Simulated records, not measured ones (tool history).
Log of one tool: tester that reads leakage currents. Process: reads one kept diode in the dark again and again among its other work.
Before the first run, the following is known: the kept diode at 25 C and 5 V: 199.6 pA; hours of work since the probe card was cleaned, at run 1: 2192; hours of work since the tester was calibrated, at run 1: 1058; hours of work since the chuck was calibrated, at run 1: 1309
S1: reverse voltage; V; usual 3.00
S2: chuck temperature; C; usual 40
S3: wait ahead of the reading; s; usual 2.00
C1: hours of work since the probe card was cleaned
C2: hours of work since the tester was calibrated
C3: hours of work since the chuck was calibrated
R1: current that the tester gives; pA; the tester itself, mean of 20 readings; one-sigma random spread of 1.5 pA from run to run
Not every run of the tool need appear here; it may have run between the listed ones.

| run | hour | S1 | S2 | S3 | C1 | C2 | C3 | R1 |
|---|---|---|---|---|---|---|---|---|
| 1 | 0.0 | 3.00 | 40 | 2.00 | 2192 | 1058 | 1309 | 480.20 |
| 2 | 183.4 | 3.00 | 40 | 2.00 | 2300 | 1167 | 1418 | 483.85 |
| 3 | 287.5 | 3.00 | 40 | 2.00 | 2362 | 1229 | 1479 | 480.77 |
| 4 | 509.0 | 3.00 | 40 | 1.32 | 2493 | 1360 | 1611 | 481.63 |
| 5 | 676.3 | 3.00 | 40 | 1.94 | 2592 | 1459 | 1710 | 486.77 |
| 6 | 812.6 | 3.00 | 40 | 1.94 | 2673 | 1540 | 1790 | 481.42 |
| 7 | 972.6 | 3.00 | 40 | 2.00 | 2768 | 1635 | 1885 | 483.16 |
| 8 | 1192.5 | 3.00 | 40 | 2.00 | 2898 | 1765 | 2015 | 481.77 |
|  | 1211.0 | chuck's temperature calibrated |
| 9 | 1369.6 | 3.00 | 40 | 2.00 | 3002 | 1868 | 94 | 484.63 |
| 10 | 1565.9 | 3.00 | 40 | 2.00 | 3118 | 1985 | 210 | 480.74 |
| 11 | 1671.3 | 3.00 | 40 | 2.00 | 3180 | 2047 | 273 | 484.39 |
|  | 1800.5 | probe card cleaned and baked |
| 12 | 1817.7 | 3.00 | 40 | 0.41 | 10 | 2132 | 357 | 484.11 |
|  | 1931.3 | tester calibrated |
| 13 | 2039.2 | 3.00 | 40 | 0.41 | 140 | 64 | 488 | 483.65 |
| 14 | 2154.4 | 3.00 | 40 | 0.41 | 208 | 132 | 556 | 487.83 |
| 15 | 2258.2 | 3.00 | 40 | 0.41 | 270 | 194 | 617 | 484.62 |
| 16 | 2401.4 | 3.00 | 28 | 0.41 | 355 | 278 | 702 | 211.78 |
| 17 | 2615.3 | 3.00 | 28 | 0.41 | 481 | 405 | 829 | 212.22 |
| 18 | 2829.1 | 3.00 | 41 | 2.00 | 608 | 532 | 955 | 514.94 |
| 19 | 2957.9 | 3.00 | 40 | 2.00 | 684 | 608 | 1032 | 481.44 |
| 20 | 3137.6 | 10.17 | 26 | 2.00 | 791 | 714 | 1138 | 272.22 |
| 21 | 3233.0 | 2.26 | 40 | 2.00 | 847 | 771 | 1195 | 436.57 |
| 22 | 3452.3 | 10.47 | 40 | 0.60 | 977 | 901 | 1324 | 736.20 |
| 23 | 3568.4 | 8.46 | 40 | 2.00 | 1046 | 970 | 1393 | 679.45 |
| 24 | 3728.2 | 18.77 | 40 | 0.45 | 1140 | 1064 | 1488 | 894.43 |
| 25 | 3886.7 | 18.77 | 40 | 0.45 | 1234 | 1158 | 1582 | 895.81 |
| 26 | 4015.8 | 8.19 | 32 | 1.27 | 1311 | 1234 | 1658 | 389.10 |
| 27 | 4197.3 | 1.26 | 52 | 1.34 | 1418 | 1342 | 1766 | 779.79 |
| 28 | 4381.5 | 3.39 | 23 | 0.50 | 1527 | 1451 | 1875 | 152.79 |
| 29 | 4565.0 | 3.00 | 25 | 8.46 | 1636 | 1560 | 1983 | 168.81 |
|  | 4639.0 | chuck's temperature calibrated |
| 30 | 4747.1 | 15.97 | 33 | 0.91 | 1743 | 1666 | 64 | 527.02 |
| 31 | 4868.9 | 15.97 | 49 | 0.91 | 1815 | 1739 | 136 | 1516.35 |
| 32 | 5000.7 | 2.46 | 49 | 1.46 | 1893 | 1817 | 214 | 807.17 |
| 33 | 5132.9 | 3.70 | 21 | 0.95 | 1971 | 1895 | 292 | 135.64 |
| 34 | 5314.1 | 11.49 | 25 | 2.00 | 2078 | 2002 | 400 | 264.55 |
| 35 | 5481.7 | 1.30 | 25 | 2.00 | 2178 | 2102 | 499 | 128.11 |
| 36 | 5577.7 | 1.30 | 25 | 2.00 | 2235 | 2158 | 556 | 128.10 |
|  | 5646.0 | tester calibrated |
| 37 | 5792.8 | 16.94 | 55 | 2.00 | 2361 | 87 | 682 | 2221.11 |
| 38 | 5987.6 | 10.49 | 59 | 2.00 | 2476 | 202 | 797 | 2417.89 |

Below are 4 alternative next runs, each starting from the tool's condition after run 38. Predict each:
| A | 6174.8 | 3.00 | 40 | 7.17 | 2587 | 313 | 908 | ? |
| B | 6174.8 | 2.53 | 40 | 2.26 | 2587 | 313 | 908 | ? |
| C | 6174.8 | 10.49 | 49 | 2.00 | 2587 | 313 | 908 | ? |
| D | 6174.8 | 2.53 | 59 | 0.51 | 2587 | 313 | 908 | ? |

| run | R1 |
|---|---|
| A | 483.15 |
| B | 455.84 |
| C | 1311.66 |
| D | 1499.75 |
Without the tool's unlogged condition, the same runs would have read:
| run | R1 |
|---|---|
| A | 483.52 |
| B | 456.18 |
| C | 1312.59 |
| D | 1500.78 |

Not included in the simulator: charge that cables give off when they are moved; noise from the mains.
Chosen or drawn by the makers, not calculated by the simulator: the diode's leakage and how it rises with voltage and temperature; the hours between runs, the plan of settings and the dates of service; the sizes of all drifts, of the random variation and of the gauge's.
